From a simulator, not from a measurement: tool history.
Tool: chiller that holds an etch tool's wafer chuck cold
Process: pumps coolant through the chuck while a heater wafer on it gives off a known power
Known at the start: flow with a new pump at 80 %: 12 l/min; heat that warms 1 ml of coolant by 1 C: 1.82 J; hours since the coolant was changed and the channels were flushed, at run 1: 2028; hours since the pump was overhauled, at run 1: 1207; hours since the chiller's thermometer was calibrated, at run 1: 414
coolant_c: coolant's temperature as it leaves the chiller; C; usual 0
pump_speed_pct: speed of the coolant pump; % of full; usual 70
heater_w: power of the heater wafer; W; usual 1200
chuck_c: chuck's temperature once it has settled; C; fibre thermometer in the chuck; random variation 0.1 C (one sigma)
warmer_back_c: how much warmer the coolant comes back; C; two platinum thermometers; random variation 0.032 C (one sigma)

run   hour  coolant_c  pump_speed_pct  heater_w  hours since the coolant was changed and the channels were flushed  hours since the pump was overhauled  hours since the chiller's thermometer was calibrated  chuck_c  warmer_back_c
  1      0          0              70      1200                                                               2028                                 1207                                                   414      8.6           3.88
  2   33.2          0              70      1200                                                               2061                                 1240                                                   447      8.5           3.92
  3   56.2          0              70      1200                                                               2084                                 1263                                                   470      8.7           3.85
  4   74.2          0              70      1200                                                               2102                                 1281                                                   488      8.5           3.91
  5    112          0              75      1200                                                               2140                                 1319                                                   526      8.1           3.61
  6  131.2          0              75      1200                                                               2159                                 1338                                                   545      8.1            3.6
  7  149.4         10              70      1200                                                               2177                                 1357                                                   564     18.6           3.81
  8  188.5          6              70      1200                                                               2216                                 1396                                                   603     14.5           3.92
  9  216.2          6              70      1200                                                               2244                                 1423                                                   630     14.6           3.84
 10  246.8          0              70      1200                                                               2275                                 1454                                                   661      8.7           3.85
 11  278.5          0              70      1200                                                               2306                                 1486                                                   693      8.7           3.83
 12  305.7          6              70      1200                                                               2334                                 1513                                                   720     14.5           3.95
 13  329.7          2              70      1200                                                               2358                                 1537                                                   744     10.7            3.9
 14  352.6          0              70      1200                                                               2380                                 1560                                                   767      8.5           3.85
 15  375.2          0              70      1200                                                               2403                                 1582                                                   789      8.6           3.94
 16  394.6          0              70      1200                                                               2422                                 1602                                                   809      8.7           3.92
 17  428.7          0              70      1200                                                               2457                                 1636                                                   843      8.7           3.87
 18  452.2          8              89      1602                                                               2480                                 1659                                                   866     17.3           4.05
 19  471.8          3              72       839                                                               2500                                 1679                                                   886      8.9           2.65
 20  491.5        -10              72      1032                                                               2519                                 1699                                                   906     -2.6            3.2
 21  529.9          1              67      1200                                                               2558                                 1737                                                   944      9.9           4.08
 22  553.8          0              67      1079                                                               2582                                 1761                                                   968      8.1           3.67
 23  584.1          0              67      1079                                                               2612                                 1791                                                   998        8           3.71
 24  620.4          6              70      1582                                                               2648                                 1827                                                  1034     17.4           5.13
 25  640.8          6              70      1582                                                               2669                                 1848                                                  1055     17.6           5.15
 26  665.2          6              70      1582                                                               2693                                 1872                                                  1079     17.6           5.14
 27  689.1          5              70      1660                                                               2717                                 1896                                                  1103       17           5.34
 28  715.2          5              92      1297                                                               2743                                 1922                                                  1129     12.4           3.17
 29    748          5              88      1200                                                               2776                                 1955                                                  1162     12.3           3.09
 30  775.1          5              88      1200                                                               2803                                 1982                                                  1189     12.1           3.12
 31  809.9          7              96      1200                                                               2838                                 2017                                                  1224     13.4            2.8

The same runs without the tool's hidden state, with the same run-to-run variation:
The hidden state here: heat passed by the chuck's channels, % of clean ones'; flow at a given pump speed, % of a new pump's; coolant's true temperature over the reading, C; drift of the gauge itself on chuck_c, C; drift of the gauge itself on warmer_back_c, C.
run  chuck_c  warmer_back_c
  1      8.3            3.8
  2      8.2           3.84
  3      8.4           3.77
  4      8.3           3.84
  5      7.9           3.54
  6      7.8           3.52
  7     18.4           3.72
  8     14.2           3.84
  9     14.3           3.75
 10      8.5           3.76
 11      8.4           3.74
 12     14.2           3.86
 13     10.4           3.81
 14      8.2           3.75
 15      8.3           3.84
 16      8.4           3.82
 17      8.4           3.76
 18     16.9           3.95
 19      8.7           2.58
 20     -2.9           3.11
 21      9.6           3.97
 22      7.8           3.57
 23      7.7            3.6
 24     16.9           4.98
 25     17.1           4.99
 26     17.2           4.99
 27     16.5           5.18
 28     12.1           3.08
 29       12           2.99
 30     11.8           3.02
 31     13.2           2.71
